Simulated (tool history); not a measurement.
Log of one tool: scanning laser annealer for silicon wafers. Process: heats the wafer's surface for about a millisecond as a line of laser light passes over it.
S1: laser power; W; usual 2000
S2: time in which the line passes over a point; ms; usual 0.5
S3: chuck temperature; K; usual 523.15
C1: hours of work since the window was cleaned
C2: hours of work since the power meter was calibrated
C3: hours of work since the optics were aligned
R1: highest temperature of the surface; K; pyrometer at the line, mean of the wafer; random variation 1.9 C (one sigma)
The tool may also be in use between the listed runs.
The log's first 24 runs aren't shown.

Run 25, day 8.562: usual settings but S3 559.15 K; C1 38; C2 105; C3 102. Result: R1 1395.15 K.
Run 26, day 8.867: usual settings but S1 1937 W, S2 0.562 ms, S3 551.15 K; C1 41; C2 108; C3 105. Result: R1 1403.15 K.
Run 27, day 9.171: usual settings but S1 2038 W, S2 0.358 ms, S3 486.15 K; C1 44; C2 111; C3 108. Result: R1 1210.15 K.
Run 28, day 9.633: usual settings but S1 2038 W, S2 0.358 ms, S3 486.15 K; C1 49; C2 116; C3 113. Result: R1 1210.15 K.
Run 29, day 10.104: usual settings but S1 2038 W, S2 0.562 ms, S3 486.15 K; C1 53; C2 121; C3 118. Result: R1 1387.15 K.
Run 30, day 10.617: usual settings but S1 2038 W, S2 0.562 ms, S3 486.15 K; C1 59; C2 126; C3 123. Result: R1 1386.15 K.
Run 31, day 10.85: usual settings but S1 1903 W, S2 0.387 ms, S3 489.15 K; C1 61; C2 128; C3 125. Result: R1 1185.15 K.
Run 32, day 11.196: usual settings but S1 1903 W, S2 0.387 ms, S3 489.15 K; C1 64; C2 132; C3 129. Result: R1 1185.15 K.
Run 33, day 11.467: usual settings but S1 2035 W, S2 0.464 ms, S3 495.15 K; C1 67; C2 134; C3 132. Result: R1 1314.15 K.
Run 34, day 11.908: usual settings but S1 2035 W, S2 0.464 ms, S3 495.15 K; C1 72; C2 139; C3 136. Result: R1 1315.15 K.
Run 35, day 12.138: usual settings but S1 2012 W, S2 0.52 ms, S3 512.15 K; C1 74; C2 141; C3 139. Result: R1 1366.15 K.
Run 36, day 12.433: usual settings but S1 2012 W, S2 0.52 ms, S3 512.15 K; C1 77; C2 144; C3 142. Result: R1 1369.15 K.
Run 37, day 12.733: usual settings but S2 0.536 ms; C1 80; C2 147; C3 145. Result: R1 1378.15 K.
Run 38, day 13.167: usual settings but S1 1914 W, S3 519.15 K; C1 85; C2 152; C3 149. Result: R1 1309.15 K.
Run 39, day 13.642: usual settings but S1 1944 W, S2 0.436 ms, S3 488.15 K; C1 89; C2 157; C3 154. Result: R1 1243.15 K.
Run 40, day 14.129: usual settings but S1 1944 W, S2 0.474 ms, S3 524.15 K; C1 94; C2 162; C3 159. Result: R1 1302.15 K.
Run 41, day 14.617: usual settings but S2 0.557 ms, S3 536.15 K; C1 99; C2 167; C3 164. Result: R1 1407.15 K.
Run 42, day 14.975: usual settings but S2 0.557 ms, S3 536.15 K; C1 103; C2 170; C3 167. Result: R1 1409.15 K.

3 ways to go on from here, each from the tool as it stands after run 42. What would each give?
Run A, day 15.354: usual settings but S1 1816 W, S2 0.609 ms, S3 504.15 K; C1 107; C2 174; C3 171. Result: R1 ?.
Run B, day 15.354: usual settings but S1 1854 W, S2 0.405 ms, S3 536.15 K; C1 107; C2 174; C3 171. Result: R1 ?.
Run C, day 15.354: usual settings but S1 1942 W, S2 0.552 ms; C1 107; C2 174; C3 171. Result: R1 ?.

run       R1
  A  1322.15
  B  1227.15
  C  1363.15
Without the tool's hidden state the same runs would have given:
run       R1
  A  1338.15
  B  1241.15
  C  1380.15
